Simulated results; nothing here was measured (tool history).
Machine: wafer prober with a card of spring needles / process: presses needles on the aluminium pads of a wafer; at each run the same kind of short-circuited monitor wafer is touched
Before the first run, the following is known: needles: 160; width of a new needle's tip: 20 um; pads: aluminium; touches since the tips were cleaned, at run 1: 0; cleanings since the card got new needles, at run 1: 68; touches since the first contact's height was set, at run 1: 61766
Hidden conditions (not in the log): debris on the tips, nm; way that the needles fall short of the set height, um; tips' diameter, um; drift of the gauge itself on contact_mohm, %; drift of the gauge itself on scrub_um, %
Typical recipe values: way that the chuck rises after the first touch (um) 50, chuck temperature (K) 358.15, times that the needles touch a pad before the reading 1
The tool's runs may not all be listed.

| run | hour | way that the chuck rises after the first touch (um) | chuck temperature (K) | times that the needles touch a pad before the reading | touches since the tips were cleaned | cleanings since the card got new needles | touches since the first contact's height was set | resistance of one needle with its contact and lead (mohm) | way that a needle slides on the pad (um) |
|---|---|---|---|---|---|---|---|---|---|
| 1 | 0.0 | 50 | 358.15 | 1 | 0 | 68 | 61766 | 281 | 13.60 |
|  | 6.4 | tips cleaned on abrasive film |
| 2 | 10.2 | 50 | 358.15 | 1 | 2064 | 69 | 67238 | 364 | 13.55 |
|  | 12.3 | tips cleaned on abrasive film |
|  | 19.1 | tips cleaned on abrasive film |
| 3 | 19.4 | 50 | 358.15 | 1 | 128 | 71 | 72145 | 293 | 13.37 |
|  | 25.1 | tips cleaned on abrasive film |
| 4 | 30.3 | 50 | 358.15 | 1 | 2835 | 72 | 78059 | 386 | 13.49 |
|  | 32.0 | tips cleaned on abrasive film |
| 5 | 35.2 | 50 | 358.15 | 1 | 1770 | 73 | 80651 | 355 | 13.45 |
|  | 37.9 | tips cleaned on abrasive film |
|  | 44.3 | tips cleaned on abrasive film |
| 6 | 46.6 | 50 | 358.15 | 1 | 1231 | 75 | 86745 | 331 | 13.45 |
|  | 50.9 | tips cleaned on abrasive film |
| 7 | 54.0 | 50 | 358.15 | 1 | 1647 | 76 | 90694 | 351 | 13.53 |
|  | 57.3 | tips cleaned on abrasive film |
| 8 | 58.9 | 50 | 358.15 | 1 | 892 | 77 | 93350 | 332 | 13.20 |
|  | 63.8 | tips cleaned on abrasive film |
| 9 | 66.2 | 50 | 358.15 | 1 | 1290 | 78 | 97224 | 347 | 13.35 |
|  | 70.0 | tips cleaned on abrasive film |
|  | 76.3 | tips cleaned on abrasive film |
| 10 | 76.3 | 50 | 358.15 | 1 | 0 | 80 | 102631 | 281 | 13.42 |
| 11 | 81.9 | 50 | 358.15 | 1 | 3016 | 80 | 105647 | 378 | 13.31 |
|  | 83.0 | tips cleaned on abrasive film |
|  | 89.8 | tips cleaned on abrasive film |
| 12 | 92.3 | 50 | 358.15 | 1 | 1360 | 82 | 111206 | 342 | 13.23 |
|  | 96.2 | tips cleaned on abrasive film |
| 13 | 101.2 | 50 | 358.15 | 1 | 2732 | 83 | 116034 | 378 | 13.23 |
|  | 102.3 | tips cleaned on abrasive film |
| 14 | 106.9 | 44 | 358.15 | 1 | 2506 | 84 | 119077 | 408 | 11.70 |
|  | 108.8 | tips cleaned on abrasive film |
| 15 | 112.0 | 50 | 358.15 | 1 | 1736 | 85 | 121784 | 362 | 13.38 |
|  | 115.0 | tips cleaned on abrasive film |
| 16 | 120.1 | 50 | 358.15 | 1 | 2761 | 86 | 126133 | 387 | 13.34 |
|  | 121.3 | tips cleaned on abrasive film |
|  | 127.3 | tips cleaned on abrasive film |
| 17 | 127.3 | 58 | 325.15 | 2 | 0 | 88 | 129962 | 269 | 15.53 |
| 18 | 133.1 | 58 | 325.15 | 2 | 3151 | 88 | 133113 | 319 | 15.49 |
|  | 133.9 | tips cleaned on abrasive film |
|  | 140.4 | tips cleaned on abrasive film |
| 19 | 144.7 | 50 | 358.15 | 1 | 2344 | 90 | 139325 | 377 | 13.16 |
|  | 146.5 | tips cleaned on abrasive film |
|  | 153.0 | tips cleaned on abrasive film |
| 20 | 153.5 | 34 | 308.15 | 1 | 290 | 92 | 144003 | 319 | 8.81 |
|  | 154.4 | height of the first contact set anew |
|  | 159.6 | tips cleaned on abrasive film |
| 21 | 164.1 | 47 | 372.15 | 1 | 2430 | 93 | 5201 | 399 | 12.03 |
|  | 166.5 | tips cleaned on abrasive film |
|  | 172.8 | tips cleaned on abrasive film |
| 22 | 174.8 | 47 | 372.15 | 1 | 1140 | 95 | 10949 | 354 | 11.87 |
|  | 179.1 | tips cleaned on abrasive film |
| 23 | 182.7 | 38 | 320.15 | 2 | 1917 | 96 | 15144 | 369 | 9.52 |
|  | 185.3 | tips cleaned on abrasive film |
|  | 191.7 | tips cleaned on abrasive film |
| 24 | 193.2 | 35 | 367.15 | 2 | 808 | 98 | 20767 | 345 | 8.57 |
|  | 198.7 | tips cleaned on abrasive film |
|  | 199.1 | height of the first contact set anew, once more |
| 25 | 199.1 | 35 | 367.15 | 2 | 88 | 99 | 0 | 294 | 9.71 |
| 26 | 204.7 | 36 | 302.15 | 2 | 3115 | 99 | 3027 | 393 | 9.90 |
|  | 205.4 | tips cleaned on abrasive film |
|  | 211.4 | tips cleaned on abrasive film |
| 27 | 215.3 | 48 | 303.15 | 1 | 2137 | 101 | 8700 | 367 | 13.18 |
|  | 218.1 | tips cleaned on abrasive film |
|  | 224.5 | tips cleaned on abrasive film |
| 28 | 224.8 | 53 | 356.15 | 2 | 181 | 103 | 13757 | 282 | 14.62 |
|  | 230.7 | tips cleaned on abrasive film |
| 29 | 234.2 | 53 | 356.15 | 2 | 1887 | 104 | 18802 | 311 | 14.61 |
|  | 236.8 | tips cleaned on abrasive film |
| 30 | 240.2 | 50 | 309.15 | 1 | 1825 | 105 | 22006 | 352 | 13.67 |
|  | 243.1 | tips cleaned on abrasive film |
| 31 | 248.4 | 54 | 309.15 | 2 | 2839 | 106 | 26399 | 328 | 14.95 |
|  | 249.6 | tips cleaned on abrasive film |
|  | 255.7 | tips cleaned on abrasive film |
| 32 | 255.7 | 54 | 309.15 | 2 | 0 | 108 | 30300 | 260 | 14.63 |

Pick out some run-to-run changes in resistance of one needle with its contact and lead (mohm). Of each, how much would a tool without hidden state show as well, from the settings, what came in and chance, and how much is left for the hidden state and any gauge scatter not in both results compared?
Run 10 -> 11: nothing adjusted, nothing logged. resistance of one needle with its contact and lead (mohm) +97: hidden state +101, all else -4.
Run 16 -> 17: way that the chuck rises after the first touch (um) 50 -> 58, chuck temperature (K) 358.15 -> 325.15, times that the needles touch a pad before the reading 1 -> 2, tips cleaned on abrasive film, tips cleaned on abrasive film. resistance of one needle with its contact and lead (mohm) -118: hidden state -112, all else -6.
Run 25 -> 26: way that the chuck rises after the first touch (um) 35 -> 36, chuck temperature (K) 367.15 -> 302.15. resistance of one needle with its contact and lead (mohm) +99: hidden state +117, all else -18.
Run 27 -> 28: way that the chuck rises after the first touch (um) 48 -> 53, chuck temperature (K) 303.15 -> 356.15, times that the needles touch a pad before the reading 1 -> 2, tips cleaned on abrasive film, tips cleaned on abrasive film. resistance of one needle with its contact and lead (mohm) -85: hidden state -102, all else +17.
